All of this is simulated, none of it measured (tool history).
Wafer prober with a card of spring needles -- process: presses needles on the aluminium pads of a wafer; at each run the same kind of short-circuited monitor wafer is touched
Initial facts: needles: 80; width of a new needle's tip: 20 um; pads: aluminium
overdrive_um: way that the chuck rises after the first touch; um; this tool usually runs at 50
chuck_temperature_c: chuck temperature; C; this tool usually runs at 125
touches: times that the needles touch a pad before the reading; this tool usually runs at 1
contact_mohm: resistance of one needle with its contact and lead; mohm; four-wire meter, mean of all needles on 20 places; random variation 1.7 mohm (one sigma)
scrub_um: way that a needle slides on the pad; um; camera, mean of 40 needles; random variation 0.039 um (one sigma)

Run 1, hour 0: usual settings. Result: contact_mohm 168 mohm, scrub_um 11.71 um.
At hour 12.5: tips cleaned on abrasive film.
Run 2, hour 18.9: usual settings. Result: contact_mohm 217 mohm, scrub_um 11.72 um.
At hour 25: tips cleaned on abrasive film.
At hour 39.2: tips cleaned on abrasive film.
At hour 52.8: tips cleaned on abrasive film.
Run 3, hour 58.7: usual settings. Result: contact_mohm 214 mohm, scrub_um 11.56 um.
At hour 67.1: tips cleaned on abrasive film.
At hour 80: tips cleaned on abrasive film.
Run 4, hour 80: usual settings. Result: contact_mohm 172 mohm, scrub_um 11.52 um.
At hour 93.4: tips cleaned on abrasive film.
Run 5, hour 104.2: usual settings. Result: contact_mohm 228 mohm, scrub_um 11.52 um.
At hour 106.3: tips cleaned on abrasive film.
At hour 119.5: tips cleaned on abrasive film.
Run 6, hour 130.6: usual settings but overdrive_um 32 um. Result: contact_mohm 309 mohm, scrub_um 7.29 um.
At hour 133.5: tips cleaned on abrasive film.
At hour 147.9: tips cleaned on abrasive film.
At hour 162.1: tips cleaned on abrasive film.
At hour 174.5: tips cleaned on abrasive film.
Run 7, hour 174.5: usual settings but overdrive_um 32 um. Result: contact_mohm 196 mohm, scrub_um 7.25 um.
At hour 187.8: tips cleaned on abrasive film.
At hour 202.4: tips cleaned on abrasive film.
Run 8, hour 205.6: usual settings. Result: contact_mohm 200 mohm, scrub_um 11.42 um.
At hour 214.9: tips cleaned on abrasive film.
At hour 227.6: tips cleaned on abrasive film.
At hour 232.7: height of the first contact set anew.
Run 9, hour 235.4: usual settings. Result: contact_mohm 216 mohm, scrub_um 11.75 um.
At hour 240.9: tips cleaned on abrasive film.
At hour 255.4: tips cleaned on abrasive film.
Run 10, hour 261.9: usual settings. Result: contact_mohm 218 mohm, scrub_um 11.84 um.
At hour 268.1: tips cleaned on abrasive film.
At hour 282.3: tips cleaned on abrasive film.
Run 11, hour 287.2: usual settings. Result: contact_mohm 210 mohm, scrub_um 11.75 um.
At hour 295: tips cleaned on abrasive film.
At hour 309.2: tips cleaned on abrasive film.
Run 12, hour 309.4: usual settings. Result: contact_mohm 178 mohm, scrub_um 11.7 um.
At hour 323.5: tips cleaned on abrasive film.
At hour 336.9: tips cleaned on abrasive film.
Run 13, hour 340.6: usual settings but overdrive_um 56 um. Result: contact_mohm 193 mohm, scrub_um 13.12 um.
At hour 350.3: tips cleaned on abrasive film.
At hour 364.5: tips cleaned on abrasive film.
At hour 378.1: tips cleaned on abrasive film.
Run 14, hour 378.1: usual settings but overdrive_um 56 um. Result: contact_mohm 173 mohm, scrub_um 13.04 um.
At hour 390.6: tips cleaned on abrasive film.
Run 15, hour 402.6: usual settings but overdrive_um 38 um. Result: contact_mohm 275 mohm, scrub_um 8.79 um.
At hour 404.7: tips cleaned on abrasive film.
At hour 419.4: tips cleaned on abrasive film.
Run 16, hour 427.2: usual settings but overdrive_um 34 um, chuck_temperature_c 57 C. Result: contact_mohm 287 mohm, scrub_um 7.78 um.
At hour 432.5: tips cleaned on abrasive film.
At hour 445.6: tips cleaned on abrasive film.
At hour 458: tips cleaned on abrasive film.
Run 17, hour 462.6: usual settings but overdrive_um 37 um, chuck_temperature_c 74 C, touches 2. Result: contact_mohm 214 mohm, scrub_um 8.46 um.
At hour 470.6: tips cleaned on abrasive film.
Run 18, hour 481.1: usual settings but chuck_temperature_c 82 C, touches 2. Result: contact_mohm 202 mohm, scrub_um 11.51 um.
At hour 483.3: tips cleaned on abrasive film.
At hour 497.4: tips cleaned on abrasive film.
Run 19, hour 502.4: usual settings but overdrive_um 53 um, touches 2. Result: contact_mohm 191 mohm, scrub_um 12.23 um.
At hour 511.7: tips cleaned on abrasive film.
At hour 527: tips cleaned on abrasive film.
At hour 540.8: tips cleaned on abrasive film.
Run 20, hour 543.6: usual settings but overdrive_um 53 um, touches 2. Result: contact_mohm 181 mohm, scrub_um 12.17 um.
At hour 554.8: tips cleaned on abrasive film.
At hour 568.4: tips cleaned on abrasive film.
At hour 571.7: height of the first contact set anew.
At hour 582.3: tips cleaned on abrasive film.
Run 21, hour 583: usual settings but overdrive_um 63 um, chuck_temperature_c 80 C, touches 3. Result: contact_mohm 159 mohm, scrub_um 14.91 um.
At hour 597.6: tips cleaned on abrasive film.
Run 22, hour 601.5: usual settings but overdrive_um 63 um, chuck_temperature_c 80 C, touches 3. Result: contact_mohm 169 mohm, scrub_um 14.9 um.
At hour 612.5: tips cleaned on abrasive film.
Run 23, hour 620: usual settings but overdrive_um 44 um. Result: contact_mohm 238 mohm, scrub_um 10.36 um.
At hour 626.2: tips cleaned on abrasive film.
At hour 639.2: tips cleaned on abrasive film.
At hour 654.3: tips cleaned on abrasive film.
Run 24, hour 655: usual settings but overdrive_um 61 um, chuck_temperature_c 96 C, touches 2. Result: contact_mohm 167 mohm, scrub_um 14.31 um.
At hour 669.6: tips cleaned on abrasive film.
Run 25, hour 673: usual settings but overdrive_um 61 um, chuck_temperature_c 96 C, touches 2. Result: contact_mohm 177 mohm, scrub_um 14.37 um.
At hour 683.4: tips cleaned on abrasive film.
At hour 698.6: tips cleaned on abrasive film.
Run 26, hour 704.4: usual settings but overdrive_um 66 um, chuck_temperature_c 45 C, touches 2. Result: contact_mohm 173 mohm, scrub_um 15.37 um.
At hour 713.1: tips cleaned on abrasive film.
Run 27, hour 724.7: usual settings but overdrive_um 33 um, chuck_temperature_c 105 C, touches 2. Result: contact_mohm 259 mohm, scrub_um 7.64 um.
At hour 727.9: tips cleaned on abrasive film.
At hour 740.9: tips cleaned on abrasive film.
Run 28, hour 746.2: usual settings but overdrive_um 68 um, chuck_temperature_c 44 C. Result: contact_mohm 184 mohm, scrub_um 15.87 um.
At hour 754.5: tips cleaned on abrasive film.
At hour 767: tips cleaned on abrasive film.
At hour 780.1: tips cleaned on abrasive film.
Run 29, hour 785.6: usual settings but overdrive_um 68 um, chuck_temperature_c 44 C. Result: contact_mohm 182 mohm, scrub_um 15.84 um.

4 ways to go on from here, each from the tool as it stands after run 29. What would each give?
At hour 792.9: tips cleaned on abrasive film.
At hour 806.4: tips cleaned on abrasive film.
At hour 819.3: tips cleaned on abrasive film.
Run A, hour 826.4: usual settings but overdrive_um 45 um. Result: contact_mohm ?, scrub_um ?.
At hour 792.9: tips cleaned on abrasive film.
At hour 806.4: tips cleaned on abrasive film.
At hour 819.3: tips cleaned on abrasive film.
Run B, hour 826.4: usual settings but overdrive_um 46 um. Result: contact_mohm ?, scrub_um ?.
At hour 792.9: tips cleaned on abrasive film.
At hour 806.4: tips cleaned on abrasive film.
At hour 819.3: tips cleaned on abrasive film.
Run C, hour 826.4: usual settings but overdrive_um 67 um, chuck_temperature_c 123 C, touches 3. Result: contact_mohm ?, scrub_um ?.
At hour 792.9: tips cleaned on abrasive film.
At hour 806.4: tips cleaned on abrasive film.
At hour 819.3: tips cleaned on abrasive film.
Run D, hour 826.4: usual settings but overdrive_um 53 um, chuck_temperature_c 53 C. Result: contact_mohm ?, scrub_um ?.

run  contact_mohm  scrub_um
  A           231     10.28
  B           227     10.53
  C           174     15.57
  D           207     12.24
Had the tool no hidden state, the same runs would have come out as:
run  contact_mohm  scrub_um
  A           169     10.59
  B           168     10.84
  C           162     15.89
  D           155     12.56
